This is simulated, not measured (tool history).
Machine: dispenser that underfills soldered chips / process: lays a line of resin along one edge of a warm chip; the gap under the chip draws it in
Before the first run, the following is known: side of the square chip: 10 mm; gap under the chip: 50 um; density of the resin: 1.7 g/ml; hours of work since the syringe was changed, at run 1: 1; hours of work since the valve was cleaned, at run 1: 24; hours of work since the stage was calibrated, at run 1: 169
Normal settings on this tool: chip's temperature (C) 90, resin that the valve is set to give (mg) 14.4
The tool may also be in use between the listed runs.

run,hour,chip's temperature (C),resin that the valve is set to give (mg),hours of work since the syringe was changed,hours of work since the valve was cleaned,hours of work since the stage was calibrated,time until the resin shows at the far edge (s),resin that the valve gave (mg)
1,0,90,14.4,1,24,169,134.7,14.32
2,6.2,88,14.4,6,29,174,218.7,14.26
3,10.4,95,14.4,9,33,177,226,14.27
# hour 13.5: new syringe of resin
4,14.9,90,14.4,1,36,181,129.9,14.33
5,18.6,90,14.4,4,39,184,169.9,14.32
6,22.6,90,17.2,7,42,187,219.6,17.03
# hour 28.6: new syringe of resin
7,28.6,90,14.4,0,47,191,123.2,14.13
# hour 32.6: dispensing valve cleaned and set on the balance
8,33.7,90,14.4,3,1,194,162.1,14.5
9,38,90,14.4,7,4,198,217.9,14.41
10,40.7,90,14.4,9,6,200,258.6,14.41
# hour 44.7: new syringe of resin
11,45.8,90,14.4,1,10,204,127.5,14.36
12,49.7,90,14.4,4,13,207,164.3,14.32
13,53.5,90,14.4,7,16,210,215.5,14.31
14,56,90,12.7,9,18,212,260.9,12.71
15,59,90,15.6,11,21,214,314.2,15.49
# hour 59.6: new syringe of resin
16,65.3,90,14.4,5,26,219,175.6,14.26
17,70.6,90,14.4,9,30,223,253.4,14.25
# hour 74.8: new syringe of resin
18,76.6,81,14.4,1,34,228,190.5,14.17
19,82.1,81,14.4,6,39,232,277.8,14.2
20,85.8,81,14.4,9,42,235,355.1,14.22
# hour 89.7: new syringe of resin
21,91.6,81,16.4,2,46,240,187.8,16.12
# hour 96.2: dispensing valve cleaned and set on the balance
22,96.5,81,13,5,0,243,250.8,13.01
23,100.2,85,13.7,8,3,246,278.3,13.75
24,104.4,85,13.7,11,7,249,369.3,13.71
# hour 105.6: new syringe of resin
25,109.5,101,14.4,3,10,253,103.3,14.35
26,112.7,77,18.4,6,13,256,305.4,18.44
27,117.4,102,17.1,9,17,259,167.4,17.04
28,119.9,94,13.9,11,19,261,262.3,13.83
# hour 120.8: new syringe of resin
29,124.8,101,12.8,3,22,265,106.2,12.72
30,128.2,101,12.8,6,25,268,134.2,12.74
31,132.6,83,12.6,9,29,271,349.1,12.51
# hour 135.7: new syringe of resin
32,136.8,84,17.2,1,32,274,156.8,17.04
33,139.8,78,13.8,3,34,277,244.6,13.65

Run 34 is up next; what results do you expect?
34,145.1,98,16.6,7,38,281,?,?

time until the resin shows at the far edge (s): 166.8
resin that the valve gave (mg): 16.36
With the hidden condition absent and the run-to-run variation left alone, this run would have shown time until the resin shows at the far edge (s) 90.8, resin that the valve gave (mg) 16.56.
